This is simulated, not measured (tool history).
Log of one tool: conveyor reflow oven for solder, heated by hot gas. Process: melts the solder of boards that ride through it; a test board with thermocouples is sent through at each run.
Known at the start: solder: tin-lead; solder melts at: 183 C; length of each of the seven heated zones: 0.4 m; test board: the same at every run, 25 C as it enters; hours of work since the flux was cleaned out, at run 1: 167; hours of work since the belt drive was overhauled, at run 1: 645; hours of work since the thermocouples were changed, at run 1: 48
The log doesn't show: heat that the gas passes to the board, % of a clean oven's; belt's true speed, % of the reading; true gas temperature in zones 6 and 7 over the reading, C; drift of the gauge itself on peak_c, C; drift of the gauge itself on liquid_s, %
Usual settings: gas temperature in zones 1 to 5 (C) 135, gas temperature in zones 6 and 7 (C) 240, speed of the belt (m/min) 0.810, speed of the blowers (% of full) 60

run	hour	gas temperature in zones 1 to 5 (C)	gas temperature in zones 6 and 7 (C)	speed of the belt (m/min)	speed of the blowers (% of full)	hours of work since the flux was cleaned out	hours of work since the belt drive was overhauled	hours of work since the thermocouples were changed	highest temperature of the board (C)	time above the solder's melting point (s)
1	0.0	135	240	0.810	60	167	645	48	222.1	47.16
2	15.8	135	240	0.810	60	173	651	55	222.3	47.10
3	23.6	135	240	0.810	60	176	654	58	222.2	47.07
4	33.6	147	240	0.810	60	180	659	62	224.7	51.61
5	50.5	135	240	0.810	60	187	666	69	222.0	46.99
6	61.2	135	240	0.810	60	192	670	73	222.7	46.99
7	69.5	135	240	0.810	60	195	673	77	222.2	46.92
8	87.1	135	240	0.810	50	202	681	84	218.5	44.38
# hour 94.5: flux residue cleaned out of gas plates and filters
9	104.8	135	240	0.810	50	4	686	89	217.9	44.49
10	123.1	135	240	0.810	50	12	693	97	218.0	44.33
# hour 139.6: flux residue cleaned out of gas plates and filters, once more
11	144.8	135	241	0.810	60	2	700	104	223.6	47.91
12	152.9	135	241	0.810	60	5	704	107	223.5	47.73
13	168.4	136	240	0.810	60	12	710	114	222.8	47.85
14	181.6	136	240	0.810	60	17	716	119	222.8	47.94
15	195.8	136	240	0.810	60	23	721	125	222.9	47.88
16	211.4	142	240	0.810	60	30	728	131	223.8	50.14
17	227.1	142	240	0.810	62	36	734	138	224.5	50.20
18	239.0	142	240	0.787	55	41	739	143	223.3	50.93
19	255.9	142	240	0.787	69	48	746	150	226.8	53.24
20	273.0	142	236	0.953	69	55	753	157	217.4	39.37
21	284.3	142	242	0.953	63	60	758	161	220.5	40.66
# hour 294.9: belt drive overhauled, speed set with a stopwatch
22	303.7	142	242	0.953	63	66	4	168	220.2	39.42
23	312.3	142	242	0.681	85	70	7	171	234.2	64.26
24	323.8	143	239	0.730	69	74	12	176	227.7	57.19
25	333.7	135	240	0.728	69	78	16	180	227.4	55.13
26	344.9	135	240	0.728	69	83	21	185	227.4	54.96
27	353.6	135	240	0.728	69	87	24	188	227.3	54.92
28	365.3	135	240	0.728	69	92	29	193	227.5	55.03
29	377.9	135	254	0.728	69	97	34	198	240.2	60.49
30	388.4	135	254	0.728	69	101	39	203	240.2	60.47
31	406.1	135	254	0.728	69	108	46	210	240.0	60.28
32	416.5	142	240	0.852	52	113	50	214	218.3	43.28

Forecast each of these 3 alternatives for the next run:
A	433.7	141	240	0.879	74	120	57	221	?	?
B	433.7	132	236	0.818	52	120	57	221	?	?
C	433.7	125	240	0.890	52	120	57	221	?	?

run	highest temperature of the board (C)	time above the solder's melting point (s)
A	223.5	44.99
B	213.5	39.87
C	212.4	33.47
Without the tool's hidden state the same runs would have given:
run	highest temperature of the board (C)	time above the solder's melting point (s)
A	224.7	45.52
B	214.6	40.60
C	213.6	34.26

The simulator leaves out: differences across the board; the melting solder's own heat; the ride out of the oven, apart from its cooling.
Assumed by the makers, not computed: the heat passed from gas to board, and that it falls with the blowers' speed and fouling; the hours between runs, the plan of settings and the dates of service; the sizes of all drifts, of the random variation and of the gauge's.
